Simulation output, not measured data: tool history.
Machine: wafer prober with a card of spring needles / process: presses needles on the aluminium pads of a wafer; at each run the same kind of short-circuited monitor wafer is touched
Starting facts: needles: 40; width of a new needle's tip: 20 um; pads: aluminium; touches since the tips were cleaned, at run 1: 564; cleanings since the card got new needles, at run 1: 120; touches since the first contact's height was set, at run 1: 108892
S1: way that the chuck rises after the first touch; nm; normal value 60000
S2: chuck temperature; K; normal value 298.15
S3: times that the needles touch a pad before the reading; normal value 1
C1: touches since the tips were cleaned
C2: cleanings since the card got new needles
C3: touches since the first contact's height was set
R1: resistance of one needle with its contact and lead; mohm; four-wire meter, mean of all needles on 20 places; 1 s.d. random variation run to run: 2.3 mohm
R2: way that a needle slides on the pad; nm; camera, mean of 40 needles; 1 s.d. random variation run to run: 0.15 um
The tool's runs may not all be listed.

run   hour     S1      S2  S3    C1   C2      C3   R1     R2
  1      0  60000  298.15   1   564  120  108892  291  12910
       4.2  -- tips cleaned on abrasive film
       9.7  -- tips cleaned on abrasive film
      15.2  -- tips cleaned on abrasive film
      20.7  -- tips cleaned on abrasive film
      26.3  -- tips cleaned on abrasive film
  2   29.3  60000  298.15   1  1128  125  119733  312  12710
      32.1  -- tips cleaned on abrasive film
      37.6  -- tips cleaned on abrasive film
      43.1  -- tips cleaned on abrasive film
      48.6  -- tips cleaned on abrasive film
      55.5  -- tips cleaned on abrasive film
        61  -- tips cleaned on abrasive film
      67.9  -- tips cleaned on abrasive film
      74.8  -- tips cleaned on abrasive film
  3   78.6  60000  298.15   1  1441  133  138038  346  12650
      81.4  -- tips cleaned on abrasive film
        87  -- tips cleaned on abrasive film
      92.5  -- tips cleaned on abrasive film
        98  -- tips cleaned on abrasive film
     103.5  -- tips cleaned on abrasive film
       107  -- tips cleaned on abrasive film, once more
  4    107  60000  298.15   1     0  139  148527  274  12320
     112.6  -- tips cleaned on abrasive film
     118.1  -- tips cleaned on abrasive film
     123.6  -- tips cleaned on abrasive film
       128  -- height of the first contact set anew
     129.4  -- tips cleaned on abrasive film
       135  -- tips cleaned on abrasive film
     141.8  -- tips cleaned on abrasive film
  5    145  60000  370.15   1  1196  145    6306  322  14420
     147.8  -- tips cleaned on abrasive film
     153.3  -- tips cleaned on abrasive film
     158.9  -- tips cleaned on abrasive film
     165.7  -- tips cleaned on abrasive film
  6  167.1  60000  370.15   2   504  149   14474  299  13800
     172.6  -- tips cleaned on abrasive film
     178.1  -- tips cleaned on abrasive film
     183.6  -- tips cleaned on abrasive film
     190.5  -- tips cleaned on abrasive film
     197.4  -- tips cleaned on abrasive film
  7  202.2  60000  372.15   2  1825  154   27540  321  14070
     203.7  -- tips cleaned on abrasive film
     209.2  -- tips cleaned on abrasive film
     214.7  -- tips cleaned on abrasive film
     220.3  -- tips cleaned on abrasive film
     227.1  -- tips cleaned on abrasive film
     232.7  -- tips cleaned on abrasive film
  8  235.7  60000  372.15   2  1143  160   39926  309  13890
     238.5  -- tips cleaned on abrasive film
     245.4  -- tips cleaned on abrasive film
     250.9  -- tips cleaned on abrasive film
     256.9  -- tips cleaned on abrasive film
  9  256.9  60000  298.15   1     0  164   47778  276  13720
     263.8  -- tips cleaned on abrasive film
     269.3  -- tips cleaned on abrasive film
     274.8  -- tips cleaned on abrasive film
     280.4  -- tips cleaned on abrasive film
     285.9  -- tips cleaned on abrasive film
     291.4  -- tips cleaned on abrasive film
 10  293.2  60000  298.15   1   688  170   61239  301  13550
     297.4  -- tips cleaned on abrasive film
     302.9  -- tips cleaned on abrasive film
     309.8  -- tips cleaned on abrasive film
     315.3  -- tips cleaned on abrasive film
 11    317  60000  298.15   1   634  174   70051  304  13460
     321.2  -- tips cleaned on abrasive film
     326.7  -- tips cleaned on abrasive film
     332.2  -- tips cleaned on abrasive film
     337.8  -- tips cleaned on abrasive film
     343.3  -- tips cleaned on abrasive film
     348.8  -- tips cleaned on abrasive film
     355.7  -- tips cleaned on abrasive film
 12    360  60000  298.15   1  1643  181   86003  341  13460
     361.5  -- tips cleaned on abrasive film
     368.4  -- tips cleaned on abrasive film
     375.2  -- tips cleaned on abrasive film
     382.1  -- tips cleaned on abrasive film
       389  -- tips cleaned on abrasive film
     395.9  -- tips cleaned on abrasive film
 13  400.8  41000  347.15   1  1861  187  101149  473   8700
     402.3  -- tips cleaned on abrasive film
     407.8  -- tips cleaned on abrasive film
     413.3  -- tips cleaned on abrasive film
     418.8  -- tips cleaned on abrasive film
     424.4  -- tips cleaned on abrasive film
     429.9  -- tips cleaned on abrasive film
 14  433.7  41000  347.15   1  1456  193  113336  460   8380
     436.6  -- tips cleaned on abrasive film
     442.1  -- tips cleaned on abrasive film
       449  -- tips cleaned on abrasive film
     455.8  -- tips cleaned on abrasive film
 15  460.4  57000  299.15   3  1723  197  123234  311  12160
     461.9  -- tips cleaned on abrasive film
     468.7  -- tips cleaned on abrasive film
     475.6  -- tips cleaned on abrasive film
     482.5  -- tips cleaned on abrasive film
       488  -- tips cleaned on abrasive film
     493.5  -- tips cleaned on abrasive film
     499.1  -- tips cleaned on abrasive film
     504.6  -- tips cleaned on abrasive film
 16  505.3  60000  362.15   1   279  205  139865  310  12820
     510.9  -- tips cleaned on abrasive film
     517.7  -- tips cleaned on abrasive film
     523.3  -- tips cleaned on abrasive film
     528.8  -- tips cleaned on abrasive film
 17  530.8  60000  362.15   1   748  209  149301  327  12580
     534.9  -- tips cleaned on abrasive film
     540.4  -- tips cleaned on abrasive film
     547.3  -- tips cleaned on abrasive film
       549  -- height of the first contact set anew
     553.1  -- tips cleaned on abrasive film
     558.7  -- tips cleaned on abrasive film
 18  563.3  60000  298.15   3  1756  214    5333  290  14280
     564.8  -- tips cleaned on abrasive film
     570.3  -- tips cleaned on abrasive film
     575.8  -- tips cleaned on abrasive film
     581.4  -- tips cleaned on abrasive film
     586.9  -- tips cleaned on abrasive film
     592.4  -- tips cleaned on abrasive film
     597.9  -- tips cleaned on abrasive film
     603.4  -- tips cleaned on abrasive film
 19  605.6  60000  298.15   1   813  222   20966  313  14350
     609.8  -- tips cleaned on abrasive film
     615.3  -- tips cleaned on abrasive film
     620.8  -- tips cleaned on abrasive film
     626.3  -- tips cleaned on abrasive film
 20  627.4  51000  298.15   1   406  226   29037  307  12040
     632.9  -- tips cleaned on abrasive film
     638.5  -- tips cleaned on abrasive film
       644  -- tips cleaned on abrasive film
     650.9  -- tips cleaned on abrasive film
     657.7  -- tips cleaned on abrasive film
     663.3  -- tips cleaned on abrasive film
     668.8  -- tips cleaned on abrasive film
 21  671.8  53000  353.15   2  1131  233   45497  340  12190
     674.6  -- tips cleaned on abrasive film
     681.5  -- tips cleaned on abrasive film
       687  -- tips cleaned on abrasive film
     692.5  -- tips cleaned on abrasive film
     699.4  -- tips cleaned on abrasive film
     704.9  -- tips cleaned on abrasive film
     710.4  -- tips cleaned on abrasive film
 22  714.5  54000  298.15   3  1538  240   61340  303  12350

What if the next run were any one of these 4? Each begins from the tool's condition after run 22:
     717.2  -- tips cleaned on abrasive film
     724.1  -- tips cleaned on abrasive film
       731  -- tips cleaned on abrasive film
     736.5  -- tips cleaned on abrasive film
       742  -- tips cleaned on abrasive film
     748.9  -- tips cleaned on abrasive film
     755.8  -- tips cleaned on abrasive film
  A  757.6  62000  386.15   1  706  247  77334   ?   ?
     717.2  -- tips cleaned on abrasive film
     724.1  -- tips cleaned on abrasive film
       731  -- tips cleaned on abrasive film
     736.5  -- tips cleaned on abrasive film
       742  -- tips cleaned on abrasive film
     748.9  -- tips cleaned on abrasive film
     755.8  -- tips cleaned on abrasive film
  B  757.6  43000  350.15   3  706  247  77334   ?   ?
     717.2  -- tips cleaned on abrasive film
     724.1  -- tips cleaned on abrasive film
       731  -- tips cleaned on abrasive film
     736.5  -- tips cleaned on abrasive film
       742  -- tips cleaned on abrasive film
     748.9  -- tips cleaned on abrasive film
     755.8  -- tips cleaned on abrasive film
  C  757.6  69000  318.15   1  706  247  77334   ?   ?
     717.2  -- tips cleaned on abrasive film
     724.1  -- tips cleaned on abrasive film
       731  -- tips cleaned on abrasive film
     736.5  -- tips cleaned on abrasive film
       742  -- tips cleaned on abrasive film
     748.9  -- tips cleaned on abrasive film
     755.8  -- tips cleaned on abrasive film
  D  757.6  53000  326.15   1  706  247  77334   ?   ?

run   R1     R2
  A  331  14240
  B  325   9740
  C  304  15650
  D  332  11710
Stripped of hidden state, with their random variation kept, the same runs would have yielded:
run   R1     R2
  A  286  15280
  B  281  10770
  C  266  16660
  D  270  12730
